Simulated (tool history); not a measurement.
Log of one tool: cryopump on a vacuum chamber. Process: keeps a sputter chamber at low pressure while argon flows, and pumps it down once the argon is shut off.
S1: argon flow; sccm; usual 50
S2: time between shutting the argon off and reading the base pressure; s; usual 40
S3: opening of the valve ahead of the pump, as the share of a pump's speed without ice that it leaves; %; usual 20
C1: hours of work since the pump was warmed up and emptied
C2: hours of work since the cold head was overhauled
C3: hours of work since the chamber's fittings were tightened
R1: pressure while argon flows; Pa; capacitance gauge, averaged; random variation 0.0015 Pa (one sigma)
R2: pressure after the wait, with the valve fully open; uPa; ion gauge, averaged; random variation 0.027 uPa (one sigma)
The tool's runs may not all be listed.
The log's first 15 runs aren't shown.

Run 16, hour 691: usual settings; C1 63; C2 1083; C3 2225. Result: R1 0.3662 Pa, R2 2.07 uPa.
Run 17, hour 744.7: usual settings; C1 90; C2 1110; C3 2252. Result: R1 0.3626 Pa, R2 2.23 uPa.
Run 18, hour 799.9: usual settings; C1 117; C2 1138; C3 2279. Result: R1 0.3667 Pa, R2 2.12 uPa.
Run 19, hour 835.1: usual settings but S1 21 sccm, S3 41 %; C1 135; C2 1156; C3 2297. Result: R1 0.0758 Pa, R2 2.14 uPa.
Run 20, hour 883.5: usual settings but S1 21 sccm, S3 41 %; C1 160; C2 1180; C3 2321. Result: R1 0.0761 Pa, R2 2.2 uPa.
Run 21, hour 916.3: usual settings but S1 21 sccm, S3 41 %; C1 176; C2 1197; C3 2338. Result: R1 0.0765 Pa, R2 2.23 uPa.
Run 22, hour 950: usual settings but S1 21 sccm, S3 40 %; C1 193; C2 1214; C3 2355. Result: R1 0.0769 Pa, R2 2.26 uPa.
Run 23, hour 978.1: usual settings but S1 79 sccm, S2 145 s, S3 57 %; C1 207; C2 1228; C3 2369. Result: R1 0.2098 Pa, R2 1.51 uPa.
Run 24, hour 1040.2: usual settings but S3 23 %; C1 238; C2 1259; C3 2400. Result: R1 0.3209 Pa, R2 2.24 uPa.
Run 25, hour 1097.9: usual settings but S3 23 %; C1 267; C2 1288; C3 2429. Result: R1 0.3215 Pa, R2 2.35 uPa.
Run 26, hour 1146.8: usual settings but S1 21 sccm, S2 37 s, S3 57 %; C1 292; C2 1313; C3 2454. Result: R1 0.0564 Pa, R2 2.33 uPa.
Run 27, hour 1202.8: usual settings but S1 21 sccm, S2 37 s, S3 57 %; C1 320; C2 1341; C3 2482. Result: R1 0.057 Pa, R2 2.43 uPa.
Run 28, hour 1256.8: usual settings but S1 67 sccm, S2 280 s, S3 16 %; C1 347; C2 1368; C3 2509. Result: R1 0.613 Pa, R2 1.49 uPa.

The next listed run, before its measurement:
Run 29, hour 1308.7: usual settings but S1 67 sccm, S2 280 s, S3 16 %; C1 374; C2 1394; C3 2535. Result: R1 ?, R2 ?.

Run 29 gave R1 0.6247 Pa, R2 1.54 uPa.
Without the tool's hidden state the same run would have given R1 0.6092 Pa, R2 0.39 uPa.

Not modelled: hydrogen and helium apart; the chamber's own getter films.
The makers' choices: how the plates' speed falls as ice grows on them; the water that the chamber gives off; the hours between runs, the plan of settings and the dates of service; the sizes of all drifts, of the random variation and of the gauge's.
